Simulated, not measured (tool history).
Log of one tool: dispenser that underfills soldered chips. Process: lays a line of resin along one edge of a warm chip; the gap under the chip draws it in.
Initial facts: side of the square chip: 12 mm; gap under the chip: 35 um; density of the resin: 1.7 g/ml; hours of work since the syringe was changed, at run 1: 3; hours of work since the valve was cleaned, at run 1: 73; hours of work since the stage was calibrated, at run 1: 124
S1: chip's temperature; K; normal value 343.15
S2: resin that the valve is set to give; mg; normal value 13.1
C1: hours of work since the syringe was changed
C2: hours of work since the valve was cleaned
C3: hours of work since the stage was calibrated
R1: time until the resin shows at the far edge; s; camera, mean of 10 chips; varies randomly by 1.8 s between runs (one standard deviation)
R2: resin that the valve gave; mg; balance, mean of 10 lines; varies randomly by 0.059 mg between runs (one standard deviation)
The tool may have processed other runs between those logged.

run 1 hour=0 | S1=343.15 S2=13.1 | C1=3 C2=73 C3=124 | R1=205.8 R2=12.59
-- hour=5.1 new syringe of resin
run 2 hour=8.6 | S1=343.15 S2=13.1 | C1=2 C2=79 C3=129 | R1=188.9 R2=12.59
-- hour=15.4 new syringe of resin
run 3 hour=20.1 | S1=343.15 S2=13.7 | C1=3 C2=87 C3=137 | R1=198.6 R2=12.93
-- hour=26.1 new syringe of resin
run 4 hour=32.2 | S1=343.15 S2=13.7 | C1=4 C2=95 C3=145 | R1=208.6 R2=12.92
-- hour=36.4 new syringe of resin
run 5 hour=41.5 | S1=343.15 S2=13.1 | C1=3 C2=101 C3=151 | R1=195.1 R2=12.3
-- hour=46.7 new syringe of resin
run 6 hour=55.2 | S1=343.15 S2=13.1 | C1=6 C2=110 C3=160 | R1=216.2 R2=12.33
-- hour=56.6 new syringe of resin
-- hour=64.6 dispensing valve cleaned and set on the balance
-- hour=68.1 new syringe of resin
run 7 hour=69.8 | S1=343.15 S2=13.1 | C1=1 C2=3 C3=169 | R1=186.7 R2=12.98
-- hour=77.9 new syringe of resin
run 8 hour=78 | S1=343.15 S2=13.1 | C1=0 C2=9 C3=174 | R1=173.4 R2=13.19
-- hour=87.8 new syringe of resin
run 9 hour=87.8 | S1=343.15 S2=13.1 | C1=0 C2=15 C3=181 | R1=173.3 R2=13.07
-- hour=97.6 new syringe of resin
run 10 hour=102.4 | S1=329.15 S2=15.3 | C1=3 C2=25 C3=190 | R1=341.1 R2=15.14
-- hour=107.6 new syringe of resin
run 11 hour=116.3 | S1=329.15 S2=15.3 | C1=6 C2=34 C3=200 | R1=368.7 R2=15.07
-- hour=117.6 new syringe of resin
-- hour=127.3 new syringe of resin
run 12 hour=127.3 | S1=356.15 S2=15.7 | C1=0 C2=41 C3=207 | R1=112.4 R2=15.22
-- hour=137.6 new syringe of resin
run 13 hour=137.6 | S1=352.15 S2=16.2 | C1=0 C2=48 C3=214 | R1=121.5 R2=15.68
-- hour=147.7 new syringe of resin
run 14 hour=152.1 | S1=352.15 S2=15.2 | C1=3 C2=57 C3=223 | R1=139.9 R2=14.67
-- hour=157.7 new syringe of resin
run 15 hour=160.8 | S1=338.15 S2=12.5 | C1=2 C2=63 C3=229 | R1=239.2 R2=12.09
-- hour=168.1 new syringe of resin
run 16 hour=172 | S1=335.15 S2=15.1 | C1=3 C2=71 C3=236 | R1=261.1 R2=14.52
-- hour=179 new syringe of resin
run 17 hour=184.9 | S1=348.15 S2=13.3 | C1=4 C2=79 C3=245 | R1=165.1 R2=12.64
-- hour=188.8 new syringe of resin
-- hour=198.9 new syringe of resin
run 18 hour=198.9 | S1=339.15 S2=11.8 | C1=0 C2=88 C3=254 | R1=213.3 R2=11.21

Consider 3 possible next runs. They are alternatives, not a sequence: every one starts from the tool as it was left by run 18. What does each give?
-- hour=209 new syringe of resin
run A hour=213.4 | S1=335.15 S2=12.2 | C1=3 C2=98 C3=263 | R1=? R2=?
-- hour=209 new syringe of resin
run B hour=213.4 | S1=347.15 S2=11.6 | C1=3 C2=98 C3=263 | R1=? R2=?
-- hour=209 new syringe of resin
run C hour=213.4 | S1=349.15 S2=14.1 | C1=3 C2=98 C3=263 | R1=? R2=?

run=A R1=271 R2=11.48
run=B R1=170.3 R2=10.95
run=C R1=156.6 R2=13.41
Take away the tool's hidden state, keep each run's random variation, and the runs would have read:
run=A R1=246.5 R2=12.17
run=B R1=154.1 R2=11.6
run=C R1=143.1 R2=14.2
